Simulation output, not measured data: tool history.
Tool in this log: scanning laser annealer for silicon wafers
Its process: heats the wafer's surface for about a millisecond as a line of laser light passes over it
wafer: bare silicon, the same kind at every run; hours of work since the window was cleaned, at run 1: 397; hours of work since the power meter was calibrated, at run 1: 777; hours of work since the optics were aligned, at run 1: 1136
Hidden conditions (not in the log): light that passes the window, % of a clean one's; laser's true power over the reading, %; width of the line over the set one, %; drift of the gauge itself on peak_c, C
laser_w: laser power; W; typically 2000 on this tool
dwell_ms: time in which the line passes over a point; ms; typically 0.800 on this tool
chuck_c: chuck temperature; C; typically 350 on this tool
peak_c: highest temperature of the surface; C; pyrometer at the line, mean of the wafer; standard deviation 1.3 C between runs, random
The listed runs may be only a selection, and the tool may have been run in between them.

run,day,laser_w,dwell_ms,chuck_c,hours of work since the window was cleaned,hours of work since the power meter was calibrated,hours of work since the optics were aligned,peak_c
1,0.000,2000,0.800,350,397,777,1136,1178
2,1.104,2000,0.800,350,408,788,1147,1182
3,2.721,2000,0.800,350,424,804,1163,1179
4,4.112,2167,0.800,350,438,818,1177,1252
5,5.500,2167,0.800,350,452,832,1191,1250
6,6.596,2167,0.800,350,463,843,1202,1251
7,9.183,2000,0.800,377,489,869,1228,1205
8,10.771,1846,0.800,350,505,885,1243,1113
9,12.608,1846,0.793,350,523,903,1262,1106
10,14.279,2102,0.793,350,540,920,1279,1218
11,15.796,2000,0.800,326,555,935,1294,1151
12,17.008,2000,0.800,350,567,947,1306,1177
13,18.454,2000,0.800,350,582,962,1320,1176
14,20.008,2000,0.800,350,597,977,1336,1176
15,22.421,2000,0.611,350,621,1002,1360,1070
# day 24.221: window over the wafer cleaned
16,24.708,2000,0.800,350,5,1024,1382,1193
17,26.904,1895,0.631,380,27,1046,1404,1088
18,28.471,2135,0.716,344,43,1061,1420,1197
19,30.271,2135,0.716,344,61,1079,1438,1195
# day 31.033: optics aligned, line set to its width
20,33.133,2135,0.716,344,87,1106,21,1207
21,34.662,2139,0.566,344,102,1121,36,1111
22,37.083,2139,0.566,347,127,1145,61,1113
23,39.229,2179,0.582,364,148,1167,82,1155
24,41.679,2000,0.872,350,173,1191,107,1236
25,43.829,2001,0.791,350,194,1213,128,1192
26,46.321,2000,0.682,373,219,1238,153,1156
27,47.462,2000,0.993,313,231,1249,164,1257
28,48.596,2000,0.993,313,242,1261,176,1259
29,50.967,2163,0.975,350,266,1284,199,1362
30,52.258,2163,0.975,350,279,1297,212,1362
31,54.325,2163,0.975,350,299,1318,233,1361
32,56.988,2163,0.975,350,326,1345,260,1360

Take each entry between the runs: how does the hidden state at the last listed run before it differ from the hidden state at the first listed run after it?
Run 15 -> run 16: window over the wafer cleaned (day 24.221)
  light that passes the window, % of a clean one's: 97.85 -> 99.98; laser's true power over the reading, %: 1.12 -> 1.13; width of the line over the set one, %: 1.91 -> 1.93
  measured result minus the result with no hidden state, peak_c: -15 -> +1 C
Run 19 -> run 20: optics aligned, line set to its width (day 31.033)
  light that passes the window, % of a clean one's: 99.81 -> 99.73; laser's true power over the reading, %: 1.18 -> 1.2; width of the line over the set one, %: 2 -> 0.02
  measured result minus the result with no hidden state, peak_c: +0 -> +8 C
